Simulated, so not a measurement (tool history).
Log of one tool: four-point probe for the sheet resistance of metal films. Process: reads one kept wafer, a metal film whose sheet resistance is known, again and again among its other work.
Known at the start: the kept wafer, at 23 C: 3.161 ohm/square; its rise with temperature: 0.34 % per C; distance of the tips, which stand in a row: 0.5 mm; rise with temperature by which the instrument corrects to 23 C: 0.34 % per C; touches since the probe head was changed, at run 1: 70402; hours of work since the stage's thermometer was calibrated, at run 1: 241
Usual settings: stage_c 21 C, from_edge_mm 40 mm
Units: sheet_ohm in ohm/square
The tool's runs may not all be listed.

run	hour	stage_c	from_edge_mm	touches since the probe head was changed	hours of work since the stage's thermometer was calibrated	sheet_ohm
1	0	21	40	70402	241	3.145969
2	14.1	31	40	70777	247	3.14419
3	30.5	21	40	71213	254	3.144491
4	50.6	34	40	71747	262	3.142557
5	67.6	20	40	72197	270	3.144746
6	85.4	21	40	72671	277	3.145164
7	103	21	40	73138	284	3.143728
8	112.5	21	40	73391	288	3.144258
9	131.5	21	40	73893	296	3.144781
10	147.1	21	40	74310	303	3.145492
11	163.5	21	40	74745	310	3.143907
12	178.2	22	6	75135	316	3.155817
13	188.7	22	6	75413	320	3.15513
14	204.4	22	60	75831	327	3.14336
15	221.8	26	42	76292	334	3.142975
16	233.2	34	13	76596	339	3.143736
17	247.3	34	13	76970	345	3.144352
18	269.5	34	13	77560	354	3.143973

Run 19 comes next. What will it give?
19	280.7	31	20	77858	359	?

sheet_ohm: 3.143061 ohm/square
Without the tool's hidden state the same run would have given sheet_ohm 3.161565 ohm/square.

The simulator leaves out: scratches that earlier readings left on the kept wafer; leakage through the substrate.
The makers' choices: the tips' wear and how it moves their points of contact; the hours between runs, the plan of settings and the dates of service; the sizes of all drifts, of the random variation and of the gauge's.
